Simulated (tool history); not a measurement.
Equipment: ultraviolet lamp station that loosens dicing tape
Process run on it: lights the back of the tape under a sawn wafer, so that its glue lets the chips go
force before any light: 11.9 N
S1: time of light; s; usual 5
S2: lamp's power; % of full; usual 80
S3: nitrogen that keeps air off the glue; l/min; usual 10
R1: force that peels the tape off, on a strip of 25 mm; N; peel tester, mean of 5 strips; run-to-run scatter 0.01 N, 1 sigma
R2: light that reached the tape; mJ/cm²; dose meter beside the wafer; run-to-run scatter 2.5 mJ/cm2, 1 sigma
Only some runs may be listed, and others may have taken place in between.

run    hour  S1  S2  S3     R1   R2
  1     0.0   5  80  10  0.515  300
  2    49.7   5  88  10  0.414  317
  3    99.5   7  80  10  0.293  397
  4   128.7   7  80  10  0.286  394
  5   158.7   7  80  10  0.276  390
  6   206.5   7  80  10  0.306  388
  7   259.7   5  80  10  0.677  267
  8   293.0   5  60  10  1.306  202
  9   325.0   5  60  10  1.339  193
 10   379.1   5  80  10  0.697  259
 11   419.9   5  80  10  0.740  251
 12   465.2   5  87  10  0.634  272
 13   495.9   5  87   5  0.967  265
 14   549.9   5  87   5  0.972  261
 15   610.0   5  87   5  1.071  256
 16   650.2   5  80  10  0.930  227
      686.5  -- window cleaned of glue's vapour
 17   700.6   5  80  10  0.677  265
 18   743.9   5  80  10  0.715  256
 19   805.0   5  80  10  0.761  252
 20   867.4   5  80  10  0.770  247
 21   907.4   5  80  10  0.853  239
 22   934.5   5  80  10  0.863  240
 23   991.8   6  67  17  0.713  237
 24  1046.8   6  67  17  0.715  227
 25  1094.3   6  62  15  1.002  207
 26  1121.9   4  80  10  1.556  175
 27  1170.5   7  64   4  1.376  246
 28  1205.5   5  81   4  1.614  215
 29  1235.9   3  83   4  3.396  129
 30  1282.8   3  83   4  3.507  127
 31  1324.3   3  83   4  3.835  125
 32  1367.3   3  83   4  3.771  122
 33  1395.4   9  75  17  0.343  330
     1421.0  -- window cleaned of glue's vapour
 34  1428.0   9  88   3  0.406  450
 35  1479.1   5  90   3  1.470  252
 36  1510.5   5  90   3  1.502  244
 37  1557.5  10  89   9  0.245  477
 38  1606.2   5  80  16  0.923  207
 39  1667.7   5  80  13  1.089  201
 40  1717.2   3  68   3  4.962   99
 41  1773.6   6  68  17  1.041  197
 42  1824.1   5  71  13  1.534  170
 43  1874.6   5  71  13  1.691  163
     1880.6  -- lamp changed
 44  1932.6   4  75  13  1.020  209

3 options for the next run, each taken on its own from the tool as it stands now. Forecast them:
  A  1979.4   5  66  10   ?   ?
  B  1979.4   6  75   8   ?   ?
  C  1979.4   5  80  10   ?   ?

run     R1   R2
  A  0.922  231
  B  0.536  312
  C  0.639  275
What these runs would have given with no unlogged condition in the tool:
run     R1   R2
  A  0.669  266
  B  0.391  360
  C  0.466  317
